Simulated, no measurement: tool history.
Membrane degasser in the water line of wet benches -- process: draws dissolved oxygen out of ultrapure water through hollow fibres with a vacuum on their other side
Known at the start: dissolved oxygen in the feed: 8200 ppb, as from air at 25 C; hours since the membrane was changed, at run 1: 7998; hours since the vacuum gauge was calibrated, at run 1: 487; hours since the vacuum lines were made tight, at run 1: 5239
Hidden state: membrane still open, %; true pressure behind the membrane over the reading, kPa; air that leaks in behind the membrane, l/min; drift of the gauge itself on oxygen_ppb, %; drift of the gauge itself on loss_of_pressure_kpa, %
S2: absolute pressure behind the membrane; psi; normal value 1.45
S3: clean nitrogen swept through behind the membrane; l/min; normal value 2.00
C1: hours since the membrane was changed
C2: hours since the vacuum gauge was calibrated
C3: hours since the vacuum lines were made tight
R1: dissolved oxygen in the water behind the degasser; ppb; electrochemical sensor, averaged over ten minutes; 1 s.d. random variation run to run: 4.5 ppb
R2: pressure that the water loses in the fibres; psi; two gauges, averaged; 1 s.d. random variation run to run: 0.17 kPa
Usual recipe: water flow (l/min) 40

Run 1, day 0.000: usual settings; C1 7998; C2 487; C3 5239. Result: R1 461.3 ppb, R2 4.083 psi.
Run 2, day 7.383: usual settings but S3 1.97 l/min; C1 8176; C2 664; C3 5416. Result: R1 465.1 ppb, R2 4.041 psi.
Run 3, day 13.771: usual settings but water flow (l/min) 53, S3 1.97 l/min; C1 8329; C2 818; C3 5570. Result: R1 650.4 ppb, R2 5.374 psi.
Run 4, day 22.067: usual settings but water flow (l/min) 53, S3 1.97 l/min; C1 8528; C2 1017; C3 5769. Result: R1 650.9 ppb, R2 5.358 psi.
Run 5, day 27.521: usual settings; C1 8659; C2 1148; C3 5900. Result: R1 467.8 ppb, R2 4.035 psi.
Run 6, day 37.321: usual settings; C1 8894; C2 1383; C3 6135. Result: R1 466.5 ppb, R2 4.058 psi.
Run 7, day 43.150: usual settings; C1 9034; C2 1523; C3 6275. Result: R1 469.6 ppb, R2 4.065 psi.
Run 8, day 52.175: usual settings; C1 9251; C2 1739; C3 6491. Result: R1 470.5 ppb, R2 4.016 psi.
At day 53.025: vacuum gauge calibrated.
Run 9, day 58.938: usual settings but water flow (l/min) 32, S2 1.07 psi, S3 1.23 l/min; C1 9412; C2 142; C3 6653. Result: R1 356.6 ppb, R2 3.240 psi.
Run 10, day 65.117: usual settings but water flow (l/min) 32, S2 1.07 psi, S3 1.23 l/min; C1 9561; C2 290; C3 6802. Result: R1 353.5 ppb, R2 3.242 psi.
At day 68.483: vacuum gauge calibrated, once more.
Run 11, day 69.296: usual settings but water flow (l/min) 57, S2 2.15 psi, S3 2.90 l/min; C1 9661; C2 20; C3 6901. Result: R1 792.2 ppb, R2 5.754 psi.
Run 12, day 75.458: usual settings but S2 2.48 psi, S3 0.90 l/min; C1 9808; C2 167; C3 7049. Result: R1 1233.3 ppb, R2 4.020 psi.
Run 13, day 83.617: usual settings but S2 2.48 psi, S3 0.90 l/min; C1 10004; C2 363; C3 7245. Result: R1 1243.4 ppb, R2 4.019 psi.
Run 14, day 87.988: usual settings but water flow (l/min) 36, S2 1.10 psi, S3 2.83 l/min; C1 10109; C2 468; C3 7350. Result: R1 282.7 ppb, R2 3.620 psi.
Run 15, day 93.154: usual settings but S3 2.30 l/min; C1 10233; C2 592; C3 7474. Result: R1 444.3 ppb, R2 4.051 psi.

Consider 5 possible next runs. They are alternatives, not a sequence: every one starts from the tool as it was left by run 15. What does each give?
Run A, day 100.033: usual settings but water flow (l/min) 39, S2 1.89 psi, S3 2.30 l/min; C1 10398; C2 757; C3 7639. Result: R1 ?, R2 ?.
Run B, day 100.033: usual settings but water flow (l/min) 27, S2 2.70 psi, S3 2.59 l/min; C1 10398; C2 757; C3 7639. Result: R1 ?, R2 ?.
Run C, day 100.033: usual settings but water flow (l/min) 26, S2 3.13 psi, S3 3.08 l/min; C1 10398; C2 757; C3 7639. Result: R1 ?, R2 ?.
Run D, day 100.033: usual settings but water flow (l/min) 30, S3 4.82 l/min; C1 10398; C2 757; C3 7639. Result: R1 ?, R2 ?.
Run E, day 100.033: usual settings but water flow (l/min) 25, S3 1.20 l/min; C1 10398; C2 757; C3 7639. Result: R1 ?, R2 ?.

run     R1     R2
  A  529.3  3.977
  B  445.0  2.754
  C  436.1  2.625
  D  208.7  3.039
  E  378.5  2.556
With no hidden state in the tool, these same runs would have given:
run     R1     R2
  A  506.2  3.848
  B  428.3  2.666
  C  419.5  2.540
  D  192.7  2.938
  E  364.7  2.473
